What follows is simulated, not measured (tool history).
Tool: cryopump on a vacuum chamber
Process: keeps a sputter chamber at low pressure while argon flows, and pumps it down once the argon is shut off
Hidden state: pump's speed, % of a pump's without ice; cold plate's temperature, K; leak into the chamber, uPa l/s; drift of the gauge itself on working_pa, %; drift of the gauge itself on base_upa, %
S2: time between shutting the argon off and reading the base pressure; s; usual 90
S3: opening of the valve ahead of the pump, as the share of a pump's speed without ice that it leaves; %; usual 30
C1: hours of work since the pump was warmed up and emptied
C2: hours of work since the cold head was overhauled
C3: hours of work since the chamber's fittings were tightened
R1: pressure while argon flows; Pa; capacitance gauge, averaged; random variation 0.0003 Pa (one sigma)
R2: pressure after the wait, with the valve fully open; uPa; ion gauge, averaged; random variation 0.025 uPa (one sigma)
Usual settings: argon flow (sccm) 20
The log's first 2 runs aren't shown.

Run 3, day 2.054: usual settings but S3 19 %; C1 468; C2 468; C3 1938. Result: R1 0.1131 Pa, R2 2.13 uPa.
Run 4, day 2.871: usual settings but S3 19 %; C1 480; C2 480; C3 1949. Result: R1 0.1129 Pa, R2 2.17 uPa.
Run 5, day 4.112: usual settings but argon flow (sccm) 19; C1 497; C2 497; C3 1967. Result: R1 0.0688 Pa, R2 2.2 uPa.
Run 6, day 5.138: usual settings but argon flow (sccm) 19; C1 512; C2 512; C3 1981. Result: R1 0.0685 Pa, R2 2.24 uPa.
Run 7, day 6.388: usual settings but S2 119 s; C1 530; C2 530; C3 1999. Result: R1 0.0729 Pa, R2 1.98 uPa.
Run 8, day 7.008: usual settings but S2 119 s; C1 538; C2 538; C3 2008. Result: R1 0.0731 Pa, R2 1.97 uPa.
Run 9, day 8.354: usual settings but S2 195 s; C1 557; C2 557; C3 2027. Result: R1 0.0731 Pa, R2 1.82 uPa.
Run 10, day 8.979: usual settings but S2 195 s; C1 566; C2 566; C3 2035. Result: R1 0.0732 Pa, R2 1.79 uPa.
Run 11, day 10.3: usual settings but S2 195 s; C1 585; C2 585; C3 2054. Result: R1 0.0731 Pa, R2 1.83 uPa.
Run 12, day 11.5: usual settings but S2 195 s; C1 602; C2 602; C3 2071. Result: R1 0.0733 Pa, R2 1.83 uPa.
Run 13, day 12.588: usual settings but S2 195 s; C1 617; C2 617; C3 2086. Result: R1 0.0733 Pa, R2 1.96 uPa.
Run 14, day 13.371: usual settings but S2 195 s; C1 628; C2 628; C3 2097. Result: R1 0.0735 Pa, R2 1.84 uPa.
Run 15, day 14.108: usual settings but S2 221 s; C1 639; C2 639; C3 2108. Result: R1 0.0731 Pa, R2 1.86 uPa.
Run 16, day 15.104: usual settings; C1 653; C2 653; C3 2122. Result: R1 0.0739 Pa, R2 2.37 uPa.
Run 17, day 16.438: usual settings; C1 671; C2 671; C3 2141. Result: R1 0.0737 Pa, R2 2.24 uPa.
Run 18, day 17.275: usual settings; C1 683; C2 683; C3 2152. Result: R1 0.0741 Pa, R2 2.35 uPa.
Run 19, day 18.467: usual settings but S2 33 s; C1 700; C2 700; C3 2169. Result: R1 0.0739 Pa, R2 3.67 uPa.
Run 20, day 19.233: usual settings but S2 105 s, S3 40 %; C1 711; C2 711; C3 2180. Result: R1 0.0571 Pa, R2 2.24 uPa.
Run 21, day 20.446: usual settings but argon flow (sccm) 8, S2 217 s, S3 16 %; C1 728; C2 728; C3 2197. Result: R1 0.0538 Pa, R2 1.95 uPa.
Run 22, day 21.362: usual settings but argon flow (sccm) 11, S2 40 s, S3 29 %; C1 741; C2 741; C3 2210. Result: R1 0.0415 Pa, R2 3.36 uPa.
Run 23, day 22.292: usual settings but argon flow (sccm) 11, S2 40 s, S3 29 %; C1 754; C2 754; C3 2223. Result: R1 0.0425 Pa, R2 3.36 uPa.
At day 22.792: pump warmed up, emptied and cooled again.
Run 24, day 23.133: usual settings but argon flow (sccm) 10, S2 114 s, S3 41 %; C1 5; C2 763; C3 2232. Result: R1 0.0255 Pa, R2 1.98 uPa.
Run 25, day 23.996: usual settings but S2 144 s, S3 59 %; C1 17; C2 775; C3 2244. Result: R1 0.0354 Pa, R2 1.86 uPa.

Run 26 comes next. What will it give?
Run 26, day 24.817: usual settings but S2 144 s, S3 59 %; C1 29; C2 787; C3 2256. Result: R1 ?, R2 ?.

{"run 26": {"R1": 0.0356, "R2": 1.85}}
Without the tool's hidden state the same run would have given R1 0.0353 Pa, R2 0.66 uPa.
